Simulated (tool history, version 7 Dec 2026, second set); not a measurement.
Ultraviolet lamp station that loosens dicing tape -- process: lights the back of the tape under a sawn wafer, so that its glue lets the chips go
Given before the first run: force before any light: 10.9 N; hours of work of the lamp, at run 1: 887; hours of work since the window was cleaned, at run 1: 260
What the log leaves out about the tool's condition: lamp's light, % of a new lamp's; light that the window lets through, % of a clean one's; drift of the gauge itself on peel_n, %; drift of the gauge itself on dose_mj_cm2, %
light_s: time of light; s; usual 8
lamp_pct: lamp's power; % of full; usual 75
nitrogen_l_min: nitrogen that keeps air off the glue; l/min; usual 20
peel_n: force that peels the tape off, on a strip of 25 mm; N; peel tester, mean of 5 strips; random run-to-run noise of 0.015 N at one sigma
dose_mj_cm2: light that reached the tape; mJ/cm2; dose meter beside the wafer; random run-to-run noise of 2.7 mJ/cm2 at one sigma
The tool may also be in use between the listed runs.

| run | day | light_s | lamp_pct | nitrogen_l_min | hours of work of the lamp | hours of work since the window was cleaned | peel_n | dose_mj_cm2 |
|---|---|---|---|---|---|---|---|---|
| 1 | 0 | 8 | 75 | 20 | 887 | 260 | 1.719 | 247 |
| 2 | 1.967 | 8 | 75 | 20 | 907 | 280 | 1.756 | 247 |
| 3 | 3.108 | 8 | 75 | 16 | 919 | 292 | 1.841 | 247 |
| 4 | 4.988 | 8 | 75 | 16 | 938 | 312 | 1.867 | 239 |
| 5 | 6.388 | 8 | 75 | 6 | 953 | 326 | 2.698 | 243 |
| 6 | 8.562 | 8 | 75 | 6 | 975 | 349 | 2.747 | 239 |
| 7 | 9.804 | 8 | 75 | 6 | 988 | 362 | 2.813 | 234 |
| 8 | 11.5 | 8 | 75 | 6 | 1006 | 379 | 2.913 | 230 |
| 9 | 13.2 | 4 | 75 | 6 | 1023 | 397 | 5.472 | 112 |
| 10 | 14.379 | 8 | 75 | 20 | 1035 | 409 | 1.954 | 227 |
| 11 | 16.388 | 8 | 75 | 20 | 1056 | 430 | 1.948 | 225 |
| 12 | 17.933 | 8 | 75 | 20 | 1072 | 446 | 2.021 | 227 |
| 13 | 19.979 | 8 | 75 | 20 | 1093 | 467 | 2.131 | 217 |
| 14 | 21.171 | 8 | 75 | 20 | 1106 | 479 | 2.126 | 215 |
| 15 | 22.554 | 8 | 75 | 20 | 1120 | 493 | 2.144 | 214 |
| 16 | 23.471 | 8 | 75 | 20 | 1129 | 503 | 2.193 | 211 |
| 17 | 25.254 | 11 | 75 | 20 | 1148 | 521 | 1.249 | 295 |
| 18 | 26.583 | 8 | 86 | 20 | 1162 | 535 | 1.795 | 238 |
| 19 | 27.575 | 8 | 88 | 20 | 1172 | 545 | 1.776 | 243 |
| 20 | 29.229 | 8 | 75 | 29 | 1189 | 563 | 2.041 | 206 |
| 21 | 31.175 | 8 | 75 | 29 | 1209 | 583 | 2.16 | 201 |
| 22 | 32.388 | 4 | 75 | 29 | 1222 | 595 | 4.766 | 105 |
|  | 32.754 | lamp changed |
|  | 33.338 | window cleaned of glue's vapour |
| 23 | 33.438 | 4 | 75 | 29 | 7 | 1 | 2.452 | 186 |
| 24 | 34.729 | 4 | 75 | 29 | 20 | 14 | 2.521 | 183 |
| 25 | 36.696 | 8 | 75 | 37 | 41 | 35 | 0.574 | 371 |
| 26 | 38.246 | 8 | 75 | 37 | 57 | 51 | 0.609 | 361 |
| 27 | 39.429 | 8 | 75 | 37 | 69 | 63 | 0.59 | 363 |
| 28 | 41.304 | 8 | 75 | 20 | 88 | 82 | 0.804 | 360 |
| 29 | 42.492 | 8 | 75 | 18 | 101 | 95 | 0.843 | 358 |
| 30 | 43.808 | 5 | 65 | 40 | 114 | 108 | 2.263 | 188 |
| 31 | 45.088 | 12 | 62 | 11 | 127 | 122 | 0.662 | 439 |
| 32 | 46.654 | 5 | 62 | 12 | 144 | 138 | 3.197 | 182 |
| 33 | 47.775 | 11 | 79 | 19 | 155 | 149 | 0.323 | 508 |
| 34 | 49.117 | 8 | 86 | 21 | 169 | 163 | 0.6 | 400 |
| 35 | 50.662 | 12 | 86 | 27 | 185 | 179 | 0.197 | 592 |
| 36 | 52.183 | 12 | 86 | 27 | 201 | 195 | 0.218 | 580 |
| 37 | 53.975 | 6 | 99 | 17 | 219 | 213 | 0.989 | 333 |
| 38 | 55.638 | 5 | 88 | 7 | 237 | 231 | 2.394 | 245 |
| 39 | 56.704 | 8 | 75 | 30 | 248 | 242 | 0.794 | 336 |
| 40 | 57.629 | 10 | 75 | 23 | 257 | 251 | 0.511 | 418 |
| 41 | 58.967 | 8 | 75 | 7 | 271 | 265 | 1.467 | 334 |
| 42 | 60.883 | 8 | 75 | 7 | 291 | 285 | 1.52 | 328 |
| 43 | 62.742 | 8 | 75 | 7 | 310 | 304 | 1.565 | 322 |

What differs in the tool's unlogged condition from the final listed run ahead of each entry between runs to the first listed run following it?
In the gap between runs 22 and 23: lamp changed (day 32.754); window cleaned of glue's vapour (day 33.338)
  lamp's light, % of a new lamp's: 56.8 -> 99.2; light that the window lets through, % of a clean one's: 94 -> 99.7
  measured value less the no-hidden-state value, peel_n: +2.396 -> +0.039 N; dose_mj_cm2: -89 -> -3 mJ/cm2
